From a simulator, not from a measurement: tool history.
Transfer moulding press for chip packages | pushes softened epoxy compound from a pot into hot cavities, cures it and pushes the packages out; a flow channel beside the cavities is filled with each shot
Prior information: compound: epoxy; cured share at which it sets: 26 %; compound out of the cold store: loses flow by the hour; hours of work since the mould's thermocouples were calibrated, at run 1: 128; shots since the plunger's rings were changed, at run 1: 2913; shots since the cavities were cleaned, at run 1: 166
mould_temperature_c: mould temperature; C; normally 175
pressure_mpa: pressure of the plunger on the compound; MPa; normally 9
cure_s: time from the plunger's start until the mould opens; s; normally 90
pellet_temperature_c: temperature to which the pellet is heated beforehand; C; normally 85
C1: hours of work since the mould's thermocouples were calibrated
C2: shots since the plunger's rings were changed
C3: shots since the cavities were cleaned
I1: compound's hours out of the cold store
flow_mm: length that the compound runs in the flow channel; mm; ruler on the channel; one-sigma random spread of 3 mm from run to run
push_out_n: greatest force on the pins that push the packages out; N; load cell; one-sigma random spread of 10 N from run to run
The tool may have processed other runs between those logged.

run 1 hour=0 | mould_temperature_c=175 pressure_mpa=9 cure_s=90 pellet_temperature_c=85 | C1=128 C2=2913 C3=166 | I1=44.4 | flow_mm=877 push_out_n=505
-- hour=26.2 cavities cleaned with cleaning compound and waxed
run 2 hour=28.6 | mould_temperature_c=175 pressure_mpa=9 cure_s=85 pellet_temperature_c=85 | C1=144 C2=3260 C3=31 | I1=28.2 | flow_mm=946 push_out_n=554
-- hour=63.5 cavities cleaned with cleaning compound and waxed
run 3 hour=69.5 | mould_temperature_c=175 pressure_mpa=9 cure_s=90 pellet_temperature_c=85 | C1=167 C2=3762 C3=77 | I1=19.1 | flow_mm=980 push_out_n=518
-- hour=102.1 plunger's sealing rings changed
-- hour=103.6 cavities cleaned with cleaning compound and waxed
run 4 hour=105.4 | mould_temperature_c=175 pressure_mpa=9 cure_s=90 pellet_temperature_c=84 | C1=185 C2=24 C3=24 | I1=34.9 | flow_mm=942 push_out_n=470
run 5 hour=128.1 | mould_temperature_c=175 pressure_mpa=8.06 cure_s=90 pellet_temperature_c=85 | C1=198 C2=313 C3=313 | I1=35.3 | flow_mm=886 push_out_n=566
-- hour=141.9 cavities cleaned with cleaning compound and waxed
run 6 hour=151.5 | mould_temperature_c=175 pressure_mpa=8.06 cure_s=90 pellet_temperature_c=85 | C1=211 C2=592 C3=121 | I1=12.7 | flow_mm=987 push_out_n=547
-- hour=180.4 cavities cleaned with cleaning compound and waxed
run 7 hour=181.1 | mould_temperature_c=175 pressure_mpa=9 cure_s=90 pellet_temperature_c=85 | C1=228 C2=952 C3=10 | I1=22.2 | flow_mm=993 push_out_n=489
run 8 hour=215.5 | mould_temperature_c=175 pressure_mpa=9 cure_s=90 pellet_temperature_c=85 | C1=248 C2=1391 C3=449 | I1=25.4 | flow_mm=975 push_out_n=642
-- hour=219.2 cavities cleaned with cleaning compound and waxed
run 9 hour=237 | mould_temperature_c=175 pressure_mpa=9 cure_s=90 pellet_temperature_c=82 | C1=259 C2=1645 C3=226 | I1=39.1 | flow_mm=912 push_out_n=556
-- hour=258.4 cavities cleaned with cleaning compound and waxed
run 10 hour=268.7 | mould_temperature_c=175 pressure_mpa=9 cure_s=90 pellet_temperature_c=82 | C1=277 C2=2030 C3=131 | I1=15.7 | flow_mm=1019 push_out_n=576
run 11 hour=285.8 | mould_temperature_c=175 pressure_mpa=9 cure_s=90 pellet_temperature_c=85 | C1=287 C2=2249 C3=350 | I1=34.7 | flow_mm=921 push_out_n=585
-- hour=297 cavities cleaned with cleaning compound and waxed
run 12 hour=317.6 | mould_temperature_c=175 pressure_mpa=9 cure_s=90 pellet_temperature_c=79 | C1=304 C2=2636 C3=263 | I1=32 | flow_mm=942 push_out_n=560
-- hour=336.1 cavities cleaned with cleaning compound and waxed
run 13 hour=349.2 | mould_temperature_c=182 pressure_mpa=9 cure_s=90 pellet_temperature_c=79 | C1=322 C2=3020 C3=168 | I1=26.3 | flow_mm=933 push_out_n=352
-- hour=374.7 cavities cleaned with cleaning compound and waxed
run 14 hour=383.9 | mould_temperature_c=182 pressure_mpa=9 cure_s=90 pellet_temperature_c=79 | C1=341 C2=3443 C3=117 | I1=16.5 | flow_mm=971 push_out_n=367
run 15 hour=409.7 | mould_temperature_c=182 pressure_mpa=9 cure_s=90 pellet_temperature_c=79 | C1=356 C2=3773 C3=447 | I1=8.4 | flow_mm=1002 push_out_n=439
-- hour=413.4 cavities cleaned with cleaning compound and waxed
run 16 hour=430.7 | mould_temperature_c=177 pressure_mpa=10.78 cure_s=90 pellet_temperature_c=79 | C1=368 C2=4021 C3=220 | I1=46.3 | flow_mm=936 push_out_n=495
-- hour=441.4 plunger's sealing rings changed
-- hour=454.3 cavities cleaned with cleaning compound and waxed
run 17 hour=470.1 | mould_temperature_c=181 pressure_mpa=8.34 cure_s=91 pellet_temperature_c=79 | C1=388 C2=346 C3=201 | I1=38.9 | flow_mm=861 push_out_n=379
-- hour=493 cavities cleaned with cleaning compound and waxed
run 18 hour=500.5 | mould_temperature_c=171 pressure_mpa=9 cure_s=90 pellet_temperature_c=87 | C1=405 C2=715 C3=95 | I1=46.7 | flow_mm=900 push_out_n=636
-- hour=530.5 cavities cleaned with cleaning compound and waxed
run 19 hour=541.5 | mould_temperature_c=173 pressure_mpa=7.88 cure_s=113 pellet_temperature_c=94 | C1=428 C2=1220 C3=140 | I1=36.4 | flow_mm=868 push_out_n=410
run 20 hour=562.9 | mould_temperature_c=173 pressure_mpa=7.88 cure_s=113 pellet_temperature_c=94 | C1=441 C2=1492 C3=412 | I1=36 | flow_mm=868 push_out_n=444
-- hour=570.3 cavities cleaned with cleaning compound and waxed
run 21 hour=589.6 | mould_temperature_c=175 pressure_mpa=9 cure_s=82 pellet_temperature_c=87 | C1=455 C2=1814 C3=247 | I1=37.1 | flow_mm=916 push_out_n=650
-- hour=609.2 cavities cleaned with cleaning compound and waxed
run 22 hour=629.7 | mould_temperature_c=175 pressure_mpa=9 cure_s=82 pellet_temperature_c=87 | C1=478 C2=2307 C3=262 | I1=13.9 | flow_mm=1020 push_out_n=720
-- hour=646.5 cavities cleaned with cleaning compound and waxed
run 23 hour=655.5 | mould_temperature_c=175 pressure_mpa=9 cure_s=82 pellet_temperature_c=87 | C1=492 C2=2617 C3=115 | I1=16.1 | flow_mm=1007 push_out_n=661
run 24 hour=674.4 | mould_temperature_c=175 pressure_mpa=9 cure_s=82 pellet_temperature_c=87 | C1=503 C2=2858 C3=356 | I1=19.8 | flow_mm=982 push_out_n=744
-- hour=686.4 cavities cleaned with cleaning compound and waxed
run 25 hour=712.7 | mould_temperature_c=175 pressure_mpa=7.64 cure_s=85 pellet_temperature_c=88 | C1=524 C2=3327 C3=336 | I1=17.6 | flow_mm=911 push_out_n=680
-- hour=723.5 cavities cleaned with cleaning compound and waxed
run 26 hour=745.1 | mould_temperature_c=175 pressure_mpa=7.64 cure_s=85 pellet_temperature_c=88 | C1=542 C2=3721 C3=275 | I1=41.2 | flow_mm=810 push_out_n=559
-- hour=761.4 cavities cleaned with cleaning compound and waxed
run 27 hour=775.3 | mould_temperature_c=173 pressure_mpa=7.41 cure_s=85 pellet_temperature_c=88 | C1=559 C2=4088 C3=178 | I1=42.2 | flow_mm=798 push_out_n=634

Predict each of these 4 candidate next runs independently; none follows another, all start after run 27:
-- hour=781.5 plunger's sealing rings changed
-- hour=802.3 cavities cleaned with cleaning compound and waxed
run A hour=803.6 | mould_temperature_c=178 pressure_mpa=8.33 cure_s=90 pellet_temperature_c=92 | C1=573 C2=263 C3=17 | I1=39.5 | flow_mm=? push_out_n=?
-- hour=781.5 plunger's sealing rings changed
-- hour=802.3 cavities cleaned with cleaning compound and waxed
run B hour=803.6 | mould_temperature_c=173 pressure_mpa=7.41 cure_s=89 pellet_temperature_c=82 | C1=573 C2=263 C3=17 | I1=10.5 | flow_mm=? push_out_n=?
-- hour=781.5 plunger's sealing rings changed
-- hour=802.3 cavities cleaned with cleaning compound and waxed
run C hour=803.6 | mould_temperature_c=175 pressure_mpa=7.43 cure_s=81 pellet_temperature_c=86 | C1=573 C2=263 C3=17 | I1=35.1 | flow_mm=? push_out_n=?
-- hour=781.5 plunger's sealing rings changed
-- hour=802.3 cavities cleaned with cleaning compound and waxed
run D hour=803.6 | mould_temperature_c=173 pressure_mpa=7.41 cure_s=116 pellet_temperature_c=82 | C1=573 C2=263 C3=17 | I1=19.3 | flow_mm=? push_out_n=?

run=A flow_mm=868 push_out_n=369
run=B flow_mm=968 push_out_n=588
run=C flow_mm=845 push_out_n=567
run=D flow_mm=921 push_out_n=333
Take away the tool's hidden state, keep each run's random variation, and the runs would have read:
run=A flow_mm=877 push_out_n=380
run=B flow_mm=978 push_out_n=634
run=C flow_mm=853 push_out_n=606
run=D flow_mm=931 push_out_n=339
